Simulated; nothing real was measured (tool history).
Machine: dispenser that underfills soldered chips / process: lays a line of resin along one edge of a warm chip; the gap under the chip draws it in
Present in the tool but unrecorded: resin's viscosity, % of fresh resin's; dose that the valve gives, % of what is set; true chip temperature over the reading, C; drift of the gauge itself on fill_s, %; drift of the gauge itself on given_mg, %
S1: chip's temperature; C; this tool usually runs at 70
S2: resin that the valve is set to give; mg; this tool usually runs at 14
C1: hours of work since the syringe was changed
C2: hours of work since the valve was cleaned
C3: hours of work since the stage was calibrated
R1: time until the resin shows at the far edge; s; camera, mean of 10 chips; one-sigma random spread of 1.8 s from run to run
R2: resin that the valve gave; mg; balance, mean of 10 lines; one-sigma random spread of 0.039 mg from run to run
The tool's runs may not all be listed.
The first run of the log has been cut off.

run,hour,S1,S2,C1,C2,C3,R1,R2
# hour 3.2: new syringe of resin
2,5.3,70,17.1,2,13,134,184.2,16.93
3,8.7,70,14,4,15,137,217.8,13.88
4,11.3,58,14,6,17,139,476.6,13.77
# hour 16: new syringe of resin
5,17.7,70,14,1,21,143,183.2,13.81
6,23.4,84,14,5,26,148,120.4,13.74
# hour 28.7: new syringe of resin
7,30.1,84,14,1,30,152,90.8,13.67
8,33.5,84,14,4,33,155,104.3,13.59
9,38.7,70,16,7,37,158,266.2,15.51
# hour 41.3: new syringe of resin
10,44,70,16,2,40,162,191.1,15.53
11,50.2,70,16,7,45,167,255.7,15.41
# hour 53.8: new syringe of resin
12,54.4,70,16,0,48,169,174.1,15.41
13,59.5,70,16,4,51,173,213.3,15.34
14,62.6,70,16,6,54,175,246.8,15.3
# hour 65.9: dispensing valve cleaned and set on the balance
15,66.3,70,14,8,0,177,285.4,13.91
# hour 67.5: new syringe of resin
16,71.8,70,14,3,4,181,201.3,13.91
17,78,70,14,8,9,186,256.4,13.85
# hour 80.3: new syringe of resin
18,83.2,70,14,2,12,189,189,13.8
19,85.8,61,15.1,4,14,191,346,14.89
20,90.7,68,14,8,18,195,293.8,13.77
# hour 92.8: new syringe of resin
21,94.3,56,16.4,1,20,197,384,16.14
22,98.2,59,17.5,4,23,200,384.9,17.12
23,104.6,59,17.5,9,28,205,509.6,17.11
# hour 105.5: new syringe of resin
24,109.9,81,14.7,3,31,208,116.9,14.29
25,115.7,81,14.7,7,35,213,153.3,14.23
# hour 118: new syringe of resin
26,120,81,14.7,1,38,216,104.4,14.23

The next listed run, before its measurement:
27,124.8,59,16.8,5,42,219,?,?

{"run 27": {"R1": 416, "R2": 16.21}}
On a tool with no hidden condition, and with the same random variation, this run would have come out at R1 323.5 s, R2 16.81 mg.
